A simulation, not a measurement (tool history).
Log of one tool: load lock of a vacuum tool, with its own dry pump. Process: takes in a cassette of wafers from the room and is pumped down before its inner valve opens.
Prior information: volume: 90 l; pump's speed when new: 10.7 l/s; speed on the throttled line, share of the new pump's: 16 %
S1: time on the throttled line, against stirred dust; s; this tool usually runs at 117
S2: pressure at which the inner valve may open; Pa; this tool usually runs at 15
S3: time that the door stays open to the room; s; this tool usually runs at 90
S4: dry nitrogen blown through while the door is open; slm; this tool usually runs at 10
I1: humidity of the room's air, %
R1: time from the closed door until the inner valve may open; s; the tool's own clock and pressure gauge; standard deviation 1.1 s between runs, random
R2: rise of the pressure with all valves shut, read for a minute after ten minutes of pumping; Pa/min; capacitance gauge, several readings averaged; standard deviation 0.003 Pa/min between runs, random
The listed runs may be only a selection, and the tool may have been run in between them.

{"run": 1, "day": 0.0, "S1": 117, "S2": 15, "S3": 90, "S4": 10, "I1": 42.9, "R1": 176.5, "R2": 0.041}
{"run": 2, "day": 23.454, "S1": 117, "S2": 15, "S3": 90, "S4": 6, "I1": 44.8, "R1": 174.5, "R2": 0.058}
{"run": 3, "day": 46.879, "S1": 117, "S2": 15, "S3": 90, "S4": 6, "I1": 46.5, "R1": 178.1, "R2": 0.069}
{"run": 4, "day": 67.808, "S1": 117, "S2": 15, "S3": 90, "S4": 18, "I1": 44.2, "R1": 177.3, "R2": 0.082}
{"run": 5, "day": 85.871, "S1": 117, "S2": 15, "S3": 90, "S4": 10, "I1": 43.8, "R1": 176.7, "R2": 0.092}
{"run": 6, "day": 102.704, "S1": 117, "S2": 15, "S3": 90, "S4": 10, "I1": 45.6, "R1": 177.9, "R2": 0.113}
{"run": 7, "day": 123.129, "S1": 117, "S2": 29, "S3": 90, "S4": 10, "I1": 43.5, "R1": 171, "R2": 0.127}
{"run": 8, "day": 145.742, "S1": 117, "S2": 29, "S3": 90, "S4": 10, "I1": 45.2, "R1": 171.9, "R2": 0.15}
{"run": 9, "day": 164.954, "S1": 117, "S2": 15, "S3": 37, "S4": 10, "I1": 45.7, "R1": 179.8, "R2": 0.149}
{"run": 10, "day": 188.021, "S1": 117, "S2": 15, "S3": 37, "S4": 10, "I1": 44.5, "R1": 178.5, "R2": 0.175}
{"run": 11, "day": 209.638, "S1": 117, "S2": 15, "S3": 37, "S4": 10, "I1": 45.8, "R1": 179.7, "R2": 0.196}
{"run": 12, "day": 223.917, "S1": 117, "S2": 15, "S3": 90, "S4": 10, "I1": 47.6, "R1": 179.8, "R2": 0.221}
{"run": 13, "day": 239.496, "S1": 117, "S2": 15, "S3": 90, "S4": 10, "I1": 43.5, "R1": 178.8, "R2": 0.239}
{"run": 14, "day": 251.662, "S1": 117, "S2": 15, "S3": 90, "S4": 4, "I1": 47.2, "R1": 179.6, "R2": 0.267}
{"run": 15, "day": 268.246, "S1": 87, "S2": 15, "S3": 90, "S4": 10, "I1": 47.1, "R1": 157, "R2": 0.283}
{"run": 16, "day": 283.4, "S1": 117, "S2": 15, "S3": 90, "S4": 10, "I1": 47.2, "R1": 179.9, "R2": 0.298}
{"day": 299.092, "done": "door's seal changed, seat wiped"}
{"run": 17, "day": 304.0, "S1": 117, "S2": 15, "S3": 90, "S4": 10, "I1": 46.9, "R1": 181.4, "R2": 0.03}
{"run": 18, "day": 322.417, "S1": 117, "S2": 15, "S3": 90, "S4": 39, "I1": 44.3, "R1": 182.3, "R2": 0.021}
{"run": 19, "day": 342.596, "S1": 117, "S2": 15, "S3": 90, "S4": 39, "I1": 49.1, "R1": 184.1, "R2": 0.029}
{"run": 20, "day": 365.171, "S1": 117, "S2": 29, "S3": 90, "S4": 6, "I1": 45.3, "R1": 175.9, "R2": 0.047}
{"run": 21, "day": 386.862, "S1": 106, "S2": 15, "S3": 90, "S4": 10, "I1": 43.9, "R1": 173, "R2": 0.061}
{"run": 22, "day": 402.042, "S1": 106, "S2": 23, "S3": 51, "S4": 10, "I1": 43, "R1": 170.3, "R2": 0.06}
{"run": 23, "day": 416.242, "S1": 68, "S2": 15, "S3": 90, "S4": 10, "I1": 44.5, "R1": 142.6, "R2": 0.077}
{"run": 24, "day": 440.125, "S1": 122, "S2": 15, "S3": 90, "S4": 21, "I1": 43, "R1": 189, "R2": 0.09}
{"run": 25, "day": 461.242, "S1": 117, "S2": 12, "S3": 120, "S4": 10, "I1": 45.6, "R1": 186.2, "R2": 0.112}
{"run": 26, "day": 482.571, "S1": 117, "S2": 15, "S3": 124, "S4": 10, "I1": 45.6, "R1": 183, "R2": 0.128}
{"run": 27, "day": 505.15, "S1": 117, "S2": 29, "S3": 90, "S4": 10, "I1": 43.4, "R1": 178.6, "R2": 0.145}
{"run": 28, "day": 518.521, "S1": 117, "S2": 23, "S3": 90, "S4": 10, "I1": 44.6, "R1": 183.4, "R2": 0.158}
{"run": 29, "day": 535.767, "S1": 117, "S2": 23, "S3": 90, "S4": 10, "I1": 46.3, "R1": 181.5, "R2": 0.171}
{"run": 30, "day": 549.675, "S1": 63, "S2": 15, "S3": 90, "S4": 21, "I1": 48, "R1": 141.9, "R2": 0.186}
{"run": 31, "day": 574.067, "S1": 88, "S2": 19, "S3": 90, "S4": 5, "I1": 42.8, "R1": 158.2, "R2": 0.224}
{"run": 32, "day": 593.125, "S1": 63, "S2": 22, "S3": 87, "S4": 5, "I1": 43.4, "R1": 139.6, "R2": 0.245}
{"run": 33, "day": 608.071, "S1": 203, "S2": 17, "S3": 90, "S4": 34, "I1": 46.4, "R1": 255.4, "R2": 0.252}
{"run": 34, "day": 630.979, "S1": 203, "S2": 17, "S3": 90, "S4": 34, "I1": 44.6, "R1": 253.4, "R2": 0.278}
{"run": 35, "day": 644.533, "S1": 203, "S2": 17, "S3": 87, "S4": 18, "I1": 45.7, "R1": 258.3, "R2": 0.306}
{"day": 657.733, "done": "door's seal changed, seat wiped"}
{"run": 36, "day": 666.825, "S1": 87, "S2": 22, "S3": 90, "S4": 16, "I1": 47, "R1": 156.9, "R2": 0.033}
{"run": 37, "day": 683.512, "S1": 87, "S2": 22, "S3": 90, "S4": 16, "I1": 44.4, "R1": 160.5, "R2": 0.031}

4 options for the next run, each taken on its own from the tool as it stands now. Forecast them:
{"run": "A", "day": 700.442, "S1": 123, "S2": 15, "S3": 214, "S4": 4, "I1": 47.7, "R1": "?", "R2": "?"}
{"run": "B", "day": 700.442, "S1": 87, "S2": 17, "S3": 90, "S4": 16, "I1": 51.1, "R1": "?", "R2": "?"}
{"run": "C", "day": 700.442, "S1": 109, "S2": 17, "S3": 116, "S4": 10, "I1": 42.4, "R1": "?", "R2": "?"}
{"run": "D", "day": 700.442, "S1": 87, "S2": 22, "S3": 90, "S4": 12, "I1": 46.6, "R1": "?", "R2": "?"}

run=A R1=192.4 R2=0.067
run=B R1=162.6 R2=0.041
run=C R1=182.3 R2=0.045
run=D R1=161 R2=0.042
With the hidden condition removed and each run's random variation left untouched, the same runs would have given:
run=A R1=177.8 R2=0.053
run=B R1=146.6 R2=0.026
run=C R1=167.2 R2=0.031
run=D R1=145.7 R2=0.027
